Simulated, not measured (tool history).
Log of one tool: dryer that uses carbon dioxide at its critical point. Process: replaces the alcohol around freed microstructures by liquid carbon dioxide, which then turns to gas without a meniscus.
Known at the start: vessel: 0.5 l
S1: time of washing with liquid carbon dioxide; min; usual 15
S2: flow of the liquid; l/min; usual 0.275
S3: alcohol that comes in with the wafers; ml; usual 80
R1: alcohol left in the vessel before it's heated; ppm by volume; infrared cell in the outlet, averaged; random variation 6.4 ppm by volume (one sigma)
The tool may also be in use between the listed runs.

run 1 hour=0 | S1=15 S2=0.275 S3=80 | R1=358
run 2 hour=24.1 | S1=15 S2=0.259 S3=80 | R1=513
run 3 hour=59.3 | S1=15 S2=0.275 S3=80 | R1=403
run 4 hour=92.5 | S1=15 S2=0.275 S3=80 | R1=431
run 5 hour=130.3 | S1=15 S2=0.275 S3=80 | R1=469
run 6 hour=173 | S1=15 S2=0.275 S3=80 | R1=517
run 7 hour=215 | S1=15 S2=0.275 S3=31 | R1=286
-- hour=233.8 inlet filter changed
run 8 hour=260.5 | S1=15 S2=0.275 S3=31 | R1=246
run 9 hour=293.2 | S1=15 S2=0.275 S3=31 | R1=249
-- hour=315.3 purifier's bed changed
run 10 hour=317.2 | S1=15 S2=0.275 S3=31 | R1=128
run 11 hour=357.1 | S1=15 S2=0.275 S3=42 | R1=193
run 12 hour=381.9 | S1=15 S2=0.275 S3=42 | R1=206
run 13 hour=423 | S1=15 S2=0.275 S3=42 | R1=233
run 14 hour=459.3 | S1=15 S2=0.275 S3=80 | R1=445
run 15 hour=499.4 | S1=15 S2=0.275 S3=80 | R1=498
-- hour=509.3 inlet filter changed
run 16 hour=529.5 | S1=15 S2=0.275 S3=80 | R1=314
run 17 hour=574.2 | S1=15 S2=0.275 S3=80 | R1=351
run 18 hour=612.7 | S1=12 S2=0.275 S3=80 | R1=1176
run 19 hour=640.1 | S1=12 S2=0.275 S3=80 | R1=1260
run 20 hour=672.8 | S1=10 S2=0.275 S3=80 | R1=2829
run 21 hour=692.1 | S1=10 S2=0.275 S3=80 | R1=2998
run 22 hour=726.6 | S1=10 S2=0.275 S3=80 | R1=3073
run 23 hour=772 | S1=10 S2=0.275 S3=80 | R1=3351
-- hour=782.7 inlet filter changed
run 24 hour=808.8 | S1=9 S2=0.267 S3=60 | R1=3036
run 25 hour=850.5 | S1=16 S2=0.337 S3=86 | R1=137
run 26 hour=883.8 | S1=10 S2=0.317 S3=37 | R1=733
run 27 hour=914.9 | S1=17 S2=0.275 S3=80 | R1=257
run 28 hour=941 | S1=17 S2=0.275 S3=80 | R1=262
run 29 hour=969.7 | S1=17 S2=0.219 S3=21 | R1=275
run 30 hour=1003.2 | S1=17 S2=0.219 S3=21 | R1=301
run 31 hour=1030.4 | S1=17 S2=0.2 S3=24 | R1=467
-- hour=1056.4 inlet filter changed
run 32 hour=1071.4 | S1=17 S2=0.2 S3=24 | R1=358
run 33 hour=1106.9 | S1=17 S2=0.2 S3=24 | R1=393
run 34 hour=1136.5 | S1=17 S2=0.2 S3=24 | R1=397
run 35 hour=1168.7 | S1=13 S2=0.311 S3=21 | R1=239
run 36 hour=1200 | S1=14 S2=0.259 S3=56 | R1=677
-- hour=1213.3 purifier's bed changed
run 37 hour=1228.7 | S1=18 S2=0.259 S3=49 | R1=119
run 38 hour=1271.3 | S1=12 S2=0.4 S3=82 | R1=207
run 39 hour=1297.1 | S1=17 S2=0.25 S3=80 | R1=389
run 40 hour=1325.4 | S1=15 S2=0.275 S3=37 | R1=244
-- hour=1333.2 inlet filter changed
run 41 hour=1348 | S1=14 S2=0.381 S3=118 | R1=89
run 42 hour=1377.7 | S1=14 S2=0.381 S3=118 | R1=107
run 43 hour=1413 | S1=15 S2=0.249 S3=102 | R1=761
run 44 hour=1439.4 | S1=11 S2=0.359 S3=29 | R1=211
run 45 hour=1475.8 | S1=15 S2=0.26 S3=44 | R1=321

5 ways to go on from here, each from the tool as it stands after run 45. What would each give?
run A hour=1509.4 | S1=23 S2=0.275 S3=30 | R1=?
run B hour=1509.4 | S1=9 S2=0.275 S3=80 | R1=?
run C hour=1509.4 | S1=15 S2=0.26 S3=22 | R1=?
run D hour=1509.4 | S1=15 S2=0.426 S3=81 | R1=?
run E hour=1509.4 | S1=9 S2=0.182 S3=21 | R1=?

run=A R1=46
run=B R1=4316
run=C R1=199
run=D R1=68
run=E R1=3718
Without the tool's hidden state the same runs would have given:
run=A R1=0
run=B R1=3408
run=C R1=108
run=D R1=14
run=E R1=3155

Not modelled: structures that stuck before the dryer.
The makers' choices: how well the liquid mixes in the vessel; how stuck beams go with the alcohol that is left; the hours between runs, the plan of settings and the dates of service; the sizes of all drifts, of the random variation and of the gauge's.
